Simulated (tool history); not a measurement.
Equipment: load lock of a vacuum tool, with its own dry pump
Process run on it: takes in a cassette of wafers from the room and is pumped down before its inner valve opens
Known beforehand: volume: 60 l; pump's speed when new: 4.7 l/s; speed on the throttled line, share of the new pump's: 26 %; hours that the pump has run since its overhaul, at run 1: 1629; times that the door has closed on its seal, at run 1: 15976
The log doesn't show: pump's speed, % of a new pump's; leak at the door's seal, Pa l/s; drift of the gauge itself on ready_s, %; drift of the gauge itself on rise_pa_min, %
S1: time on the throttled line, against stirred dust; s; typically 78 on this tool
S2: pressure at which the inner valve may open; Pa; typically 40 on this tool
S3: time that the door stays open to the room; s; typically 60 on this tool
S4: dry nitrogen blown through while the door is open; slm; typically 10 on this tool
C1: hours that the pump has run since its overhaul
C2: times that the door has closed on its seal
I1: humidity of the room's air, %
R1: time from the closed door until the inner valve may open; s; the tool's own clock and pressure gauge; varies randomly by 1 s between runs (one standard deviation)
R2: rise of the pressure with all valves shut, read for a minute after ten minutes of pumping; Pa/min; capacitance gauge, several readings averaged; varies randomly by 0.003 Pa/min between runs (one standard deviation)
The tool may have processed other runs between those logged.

{"run": 1, "hour": 0.0, "S1": 78, "S2": 40, "S3": 60, "S4": 10, "C1": 1629, "C2": 15976, "I1": 45.1, "R1": 158.8, "R2": 0.024}
{"run": 2, "hour": 113.6, "S1": 87, "S2": 40, "S3": 60, "S4": 10, "C1": 1743, "C2": 16350, "I1": 47.5, "R1": 164.7, "R2": 0.02}
{"run": 3, "hour": 199.2, "S1": 87, "S2": 40, "S3": 60, "S4": 10, "C1": 1828, "C2": 16633, "I1": 45.2, "R1": 166, "R2": 0.021}
{"run": 4, "hour": 283.9, "S1": 87, "S2": 40, "S3": 60, "S4": 10, "C1": 1913, "C2": 16912, "I1": 44.3, "R1": 165, "R2": 0.021}
{"run": 5, "hour": 378.2, "S1": 87, "S2": 40, "S3": 60, "S4": 10, "C1": 2007, "C2": 17223, "I1": 46.1, "R1": 164.7, "R2": 0.018}
{"run": 6, "hour": 505.4, "S1": 78, "S2": 40, "S3": 60, "S4": 10, "C1": 2134, "C2": 17642, "I1": 46.8, "R1": 159.1, "R2": 0.028}
{"run": 7, "hour": 638.4, "S1": 78, "S2": 40, "S3": 60, "S4": 10, "C1": 2267, "C2": 18081, "I1": 43.3, "R1": 159.5, "R2": 0.026}
{"run": 8, "hour": 759.1, "S1": 78, "S2": 40, "S3": 60, "S4": 10, "C1": 2388, "C2": 18479, "I1": 42, "R1": 160.4, "R2": 0.022}
{"run": 9, "hour": 878.2, "S1": 78, "S2": 40, "S3": 60, "S4": 10, "C1": 2507, "C2": 18872, "I1": 44.9, "R1": 157.9, "R2": 0.017}
{"run": 10, "hour": 1024.3, "S1": 149, "S2": 40, "S3": 60, "S4": 10, "C1": 2653, "C2": 19354, "I1": 45.5, "R1": 210.7, "R2": 0.028}
{"run": 11, "hour": 1151.5, "S1": 61, "S2": 40, "S3": 60, "S4": 10, "C1": 2780, "C2": 19773, "I1": 45.8, "R1": 146.8, "R2": 0.022}
{"run": 12, "hour": 1287.9, "S1": 61, "S2": 40, "S3": 60, "S4": 10, "C1": 2917, "C2": 20223, "I1": 49.8, "R1": 146.5, "R2": 0.027}
{"run": 13, "hour": 1390.7, "S1": 61, "S2": 40, "S3": 60, "S4": 10, "C1": 3020, "C2": 20562, "I1": 39.2, "R1": 146.8, "R2": 0.018}
{"run": 14, "hour": 1509.2, "S1": 61, "S2": 40, "S3": 60, "S4": 10, "C1": 3138, "C2": 20952, "I1": 43.5, "R1": 146.4, "R2": 0.018}
{"run": 15, "hour": 1633.4, "S1": 61, "S2": 40, "S3": 60, "S4": 9, "C1": 3262, "C2": 21362, "I1": 44.2, "R1": 147.2, "R2": 0.024}
{"run": 16, "hour": 1785.8, "S1": 61, "S2": 40, "S3": 60, "S4": 9, "C1": 3415, "C2": 21864, "I1": 49.2, "R1": 146.2, "R2": 0.029}
{"run": 17, "hour": 1860.8, "S1": 78, "S2": 40, "S3": 32, "S4": 10, "C1": 3490, "C2": 22112, "I1": 44.1, "R1": 159, "R2": 0.017}
{"run": 18, "hour": 2002.7, "S1": 65, "S2": 40, "S3": 32, "S4": 10, "C1": 3632, "C2": 22580, "I1": 43.2, "R1": 150.9, "R2": 0.021}
{"run": 19, "hour": 2130.1, "S1": 78, "S2": 40, "S3": 53, "S4": 10, "C1": 3759, "C2": 23000, "I1": 42.5, "R1": 158.1, "R2": 0.02}
{"hour": 2177.4, "done": "door's seal changed, seat wiped"}
{"run": 20, "hour": 2284.8, "S1": 45, "S2": 33, "S3": 53, "S4": 10, "C1": 3912, "C2": 354, "I1": 48.4, "R1": 137.6, "R2": 0.018}
{"run": 21, "hour": 2380.9, "S1": 78, "S2": 29, "S3": 49, "S4": 29, "C1": 4008, "C2": 671, "I1": 49, "R1": 162.3, "R2": 0.017}
{"run": 22, "hour": 2462.4, "S1": 126, "S2": 29, "S3": 49, "S4": 8, "C1": 4090, "C2": 940, "I1": 50, "R1": 198.1, "R2": 0.021}
{"run": 23, "hour": 2536.4, "S1": 131, "S2": 34, "S3": 44, "S4": 18, "C1": 4164, "C2": 1184, "I1": 45, "R1": 202, "R2": 0.014}
{"run": 24, "hour": 2640.7, "S1": 131, "S2": 34, "S3": 44, "S4": 18, "C1": 4268, "C2": 1528, "I1": 43.9, "R1": 201.3, "R2": 0.011}
{"run": 25, "hour": 2745.8, "S1": 131, "S2": 34, "S3": 44, "S4": 18, "C1": 4373, "C2": 1874, "I1": 49.2, "R1": 198.4, "R2": 0.012}
{"run": 26, "hour": 2872.1, "S1": 82, "S2": 34, "S3": 76, "S4": 41, "C1": 4500, "C2": 2291, "I1": 45.3, "R1": 164.2, "R2": 0.008}
{"run": 27, "hour": 2998.9, "S1": 66, "S2": 37, "S3": 43, "S4": 11, "C1": 4626, "C2": 2709, "I1": 48, "R1": 148.9, "R2": 0.019}
{"run": 28, "hour": 3130.0, "S1": 65, "S2": 47, "S3": 185, "S4": 36, "C1": 4758, "C2": 3141, "I1": 45.9, "R1": 146.1, "R2": 0.019}
{"run": 29, "hour": 3291.6, "S1": 65, "S2": 47, "S3": 185, "S4": 36, "C1": 4919, "C2": 3674, "I1": 46.3, "R1": 146.4, "R2": 0.015}
{"run": 30, "hour": 3361.2, "S1": 106, "S2": 40, "S3": 60, "S4": 8, "C1": 4989, "C2": 3904, "I1": 40.1, "R1": 179.6, "R2": 0.029}
{"run": 31, "hour": 3446.2, "S1": 106, "S2": 40, "S3": 60, "S4": 8, "C1": 5074, "C2": 4184, "I1": 42.6, "R1": 178.6, "R2": 0.022}
{"run": 32, "hour": 3596.3, "S1": 106, "S2": 40, "S3": 60, "S4": 8, "C1": 5224, "C2": 4679, "I1": 46.4, "R1": 180.5, "R2": 0.025}
{"run": 33, "hour": 3690.8, "S1": 106, "S2": 40, "S3": 60, "S4": 8, "C1": 5318, "C2": 4991, "I1": 42.8, "R1": 178.8, "R2": 0.023}
{"run": 34, "hour": 3803.6, "S1": 106, "S2": 40, "S3": 60, "S4": 8, "C1": 5431, "C2": 5363, "I1": 43.6, "R1": 179, "R2": 0.026}
{"run": 35, "hour": 3960.1, "S1": 62, "S2": 79, "S3": 167, "S4": 5, "C1": 5588, "C2": 5879, "I1": 43.7, "R1": 137.1, "R2": 0.039}
{"run": 36, "hour": 4054.6, "S1": 82, "S2": 75, "S3": 52, "S4": 5, "C1": 5682, "C2": 6190, "I1": 45.6, "R1": 154.5, "R2": 0.025}

Measured minus without-hidden-state, run by run (identical run-to-run variation in each term; gauge scatter may differ):
run=1 R2=+0.001
run=2 R2=+0.002
run=3 R2=+0.002
run=4 R2=+0.002
run=5 R2=+0.001
run=6 R2=+0.002
run=7 R2=+0.001
run=8 R2=+0.002
run=9 R2=+0.001
run=10 R2=+0.002
run=11 R2=+0.002
run=12 R2=+0.001
run=13 R2=+0.002
run=14 R2=+0.001
run=15 R2=+0.002
run=16 R2=+0.002
run=17 R2=+0.002
run=18 R2=+0.003
run=19 R2=+0.002
run=20 R2=+0
run=21 R2=+0
run=22 R2=+0
run=23 R2=+0
run=24 R2=+0
run=25 R2=+0
run=26 R2=+0
run=27 R2=+0
run=28 R2=+0.001
run=29 R2=+0
run=30 R2=+0
run=31 R2=+0.001
run=32 R2=+0
run=33 R2=+0
run=34 R2=+0
run=35 R2=+0
run=36 R2=+0
For R1, the value without the hidden state is never more than 0.1 s from the measured value.
